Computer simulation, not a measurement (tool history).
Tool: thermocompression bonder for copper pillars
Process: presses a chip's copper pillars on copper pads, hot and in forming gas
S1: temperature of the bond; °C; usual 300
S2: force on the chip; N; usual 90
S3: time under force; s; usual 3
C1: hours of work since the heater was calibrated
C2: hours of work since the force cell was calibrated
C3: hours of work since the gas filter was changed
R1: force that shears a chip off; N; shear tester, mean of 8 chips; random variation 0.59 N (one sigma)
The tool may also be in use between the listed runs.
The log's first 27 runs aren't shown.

run    hour   S1   S2  S3   C1   C2   C3    R1
 28   806.1  300   56   4  891  285  186  49.2
 29   827.6  300   56   4  905  299  200  49.1
 30   846.1  300   56   4  917  311  212  48.5
      858.1  -- heater calibrated with a thermocouple chip
 31   868.1  327   71   2    7  324  225  52.6
 32   891.6  327   73   7   22  340  240  74.1
      899.5  -- forming gas filter changed
 33   927.6  272   90   3   45  363   18  47.0
 34   949.6  316   85   8   59  377   33  81.7
 35   990.7  316   85   8   86  404   60  81.3
 36  1032.7  298  119   8  114  432   87  84.6
 37  1050.3  298  119   8  125  443   99  82.9
 38  1083.8  289   88   6  147  465  121  64.9
 39  1123.1  299   90   2  173  491  146  50.5

3 ways to go on from here, each from the tool as it stands after run 39. What would each give?
  A  1145.6  299  113   2  188  506  161   ?
  B  1145.6  321  105   3  188  506  161   ?
  C  1145.6  294   64   2  188  506  161   ?

run    R1
  A  58.6
  B  72.1
  C  36.8
Without the tool's hidden state the same runs would have given:
run    R1
  A  62.5
  B  76.8
  C  39.3
